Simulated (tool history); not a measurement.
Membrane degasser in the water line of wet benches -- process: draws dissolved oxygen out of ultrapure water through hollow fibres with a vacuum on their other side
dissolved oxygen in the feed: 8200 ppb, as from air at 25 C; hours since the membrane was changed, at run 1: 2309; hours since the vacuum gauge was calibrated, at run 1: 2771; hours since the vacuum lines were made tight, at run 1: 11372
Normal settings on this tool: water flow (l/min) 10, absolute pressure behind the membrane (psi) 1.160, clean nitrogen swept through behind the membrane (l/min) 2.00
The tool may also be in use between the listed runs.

run,day,water flow (l/min),absolute pressure behind the membrane (psi),clean nitrogen swept through behind the membrane (l/min),hours since the membrane was changed,hours since the vacuum gauge was calibrated,hours since the vacuum lines were made tight,dissolved oxygen in the water behind the degasser (ppb),pressure that the water loses in the fibres (psi)
1,0.000,10,1.160,2.00,2309,2771,11372,69.3,7.063
2,2.000,10,1.160,2.00,2357,2819,11420,67.8,7.053
3,4.004,10,1.160,2.00,2405,2867,11468,68.9,7.034
4,5.888,10,1.160,2.00,2451,2912,11513,68.7,7.069
5,8.662,10,1.359,2.00,2517,2979,11580,86.0,7.034
6,11.858,10,1.359,2.00,2594,3056,11656,86.7,6.989
7,13.738,10,1.160,2.00,2639,3101,11701,68.3,7.071
8,15.679,10,1.160,2.00,2686,3147,11748,69.8,7.046
9,17.204,10,1.160,2.00,2722,3184,11785,69.4,7.129
10,20.558,10,1.160,2.00,2803,3264,11865,69.3,7.029
11,23.675,10,1.160,2.00,2877,3339,11940,69.0,7.073
12,25.262,10,1.160,2.00,2916,3377,11978,69.0,7.046
13,26.854,10,1.160,2.89,2954,3415,12016,51.2,7.110
14,28.350,7,1.160,2.00,2990,3451,12052,47.1,4.953
15,31.704,7,1.160,2.00,3070,3532,12133,47.8,4.973
# day 33.696: seals of the vacuum lines changed
16,34.683,7,1.160,2.00,3140,3601,24,44.3,4.952
17,37.779,7,1.160,2.00,3214,3676,98,43.0,4.978

Run 18 comes next. What will it give?
18,40.704,7,1.160,2.00,3284,3746,168,?,?

dissolved oxygen in the water behind the degasser (ppb): 44.2
pressure that the water loses in the fibres (psi): 4.925
Were there no unlogged condition in the tool, this run, its random variation unchanged, would have produced dissolved oxygen in the water behind the degasser (ppb) 43.5, pressure that the water loses in the fibres (psi) 4.875.

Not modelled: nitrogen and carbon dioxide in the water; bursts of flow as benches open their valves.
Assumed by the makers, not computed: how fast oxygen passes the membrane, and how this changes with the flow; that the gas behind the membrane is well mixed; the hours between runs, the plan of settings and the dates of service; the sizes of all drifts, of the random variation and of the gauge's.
